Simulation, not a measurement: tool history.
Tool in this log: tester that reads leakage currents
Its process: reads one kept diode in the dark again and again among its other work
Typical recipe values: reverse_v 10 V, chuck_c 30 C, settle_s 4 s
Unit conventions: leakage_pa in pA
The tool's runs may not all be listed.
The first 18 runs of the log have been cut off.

run,hour,reverse_v,chuck_c,settle_s,leakage_pa
19,1699.8,10,30,4,329.74
20,1819.2,2.7,30,4,197.23
21,1922.1,18.8,23,0.41,268.33
22,2026.3,16.4,30,7.89,405.07
23,2086.1,2.5,53,9.43,920.05
24,2166.9,19.9,53,0.33,2082.68
25,2235.2,4.1,53,5.89,1117.36
26,2326.1,5.5,34,5.89,343.46
27,2407.8,1.2,56,4.04,824.95
28,2503.3,1.3,52,4,662.96
29,2585.8,10,30,2.02,329.35
30,2706.6,4,44,0.31,605.14
31,2793.7,13.9,26,1.9,283.57
32,2880,13.9,26,1.9,282.96
33,2988.2,13.9,26,1.9,283.09
34,3068.9,13.9,26,1.9,283.05
35,3126.5,17,24,9.26,266.05
36,3198.7,17,24,9.26,266.31
37,3285,1.4,35,3.42,207.58
38,3389.3,9.2,53,3.42,1470.22
39,3465.9,4,28,1.13,191.88

Alternative continuations, all from the tool just after run 39; predict every row:
A,3564.4,10,30,3.82,?
B,3564.4,3,44,9.69,?
C,3564.4,11.4,30,0.56,?
D,3564.4,2.8,27,4,?

run,leakage_pa
A,323
B,520.92
C,346.01
D,152.89
Without the tool's hidden state the same runs would have given:
run,leakage_pa
A,339.62
B,567.92
C,362.1
D,164.64
